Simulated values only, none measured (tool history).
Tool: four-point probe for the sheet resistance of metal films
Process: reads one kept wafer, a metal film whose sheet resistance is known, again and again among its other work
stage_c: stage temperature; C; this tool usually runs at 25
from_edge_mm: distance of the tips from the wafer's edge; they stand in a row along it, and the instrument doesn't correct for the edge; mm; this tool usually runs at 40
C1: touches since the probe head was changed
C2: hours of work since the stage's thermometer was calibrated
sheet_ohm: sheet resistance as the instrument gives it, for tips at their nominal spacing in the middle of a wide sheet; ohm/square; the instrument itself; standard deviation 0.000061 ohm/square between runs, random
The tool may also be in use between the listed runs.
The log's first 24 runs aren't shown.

{"run": 25, "hour": 1749.0, "stage_c": 20, "from_edge_mm": 24, "C1": 72299, "C2": 162, "sheet_ohm": 0.305607}
{"run": 26, "hour": 1796.7, "stage_c": 20, "from_edge_mm": 24, "C1": 73078, "C2": 189, "sheet_ohm": 0.305598}
{"run": 27, "hour": 1897.6, "stage_c": 20, "from_edge_mm": 24, "C1": 74726, "C2": 246, "sheet_ohm": 0.305815}
{"run": 28, "hour": 1992.8, "stage_c": 32, "from_edge_mm": 40, "C1": 76281, "C2": 299, "sheet_ohm": 0.305289}
{"run": 29, "hour": 2055.1, "stage_c": 32, "from_edge_mm": 40, "C1": 77298, "C2": 334, "sheet_ohm": 0.305214}
{"run": 30, "hour": 2126.0, "stage_c": 21, "from_edge_mm": 4, "C1": 78455, "C2": 374, "sheet_ohm": 0.31544}
{"run": 31, "hour": 2214.8, "stage_c": 20, "from_edge_mm": 27, "C1": 79904, "C2": 424, "sheet_ohm": 0.305802}
{"run": 32, "hour": 2283.4, "stage_c": 19, "from_edge_mm": 27, "C1": 81025, "C2": 462, "sheet_ohm": 0.30587}
{"run": 33, "hour": 2327.2, "stage_c": 19, "from_edge_mm": 27, "C1": 81739, "C2": 487, "sheet_ohm": 0.305838}
{"run": 34, "hour": 2379.0, "stage_c": 19, "from_edge_mm": 68, "C1": 82586, "C2": 516, "sheet_ohm": 0.305671}
{"run": 35, "hour": 2426.0, "stage_c": 19, "from_edge_mm": 68, "C1": 83353, "C2": 542, "sheet_ohm": 0.3058}

What if the next run were any one of these 4? Each begins from the tool's condition after run 35:
{"run": "A", "hour": 2508.5, "stage_c": 33, "from_edge_mm": 40, "C1": 84701, "C2": 588, "sheet_ohm": "?"}
{"run": "B", "hour": 2508.5, "stage_c": 18, "from_edge_mm": 10, "C1": 84701, "C2": 588, "sheet_ohm": "?"}
{"run": "C", "hour": 2508.5, "stage_c": 28, "from_edge_mm": 68, "C1": 84701, "C2": 588, "sheet_ohm": "?"}
{"run": "D", "hour": 2508.5, "stage_c": 23, "from_edge_mm": 14, "C1": 84701, "C2": 588, "sheet_ohm": "?"}

run=A sheet_ohm=0.305369
run=B sheet_ohm=0.307476
run=C sheet_ohm=0.30548
run=D sheet_ohm=0.306368
Without the tool's hidden state the same runs would have given:
run=A sheet_ohm=0.304057
run=B sheet_ohm=0.306153
run=C sheet_ohm=0.304167
run=D sheet_ohm=0.305051

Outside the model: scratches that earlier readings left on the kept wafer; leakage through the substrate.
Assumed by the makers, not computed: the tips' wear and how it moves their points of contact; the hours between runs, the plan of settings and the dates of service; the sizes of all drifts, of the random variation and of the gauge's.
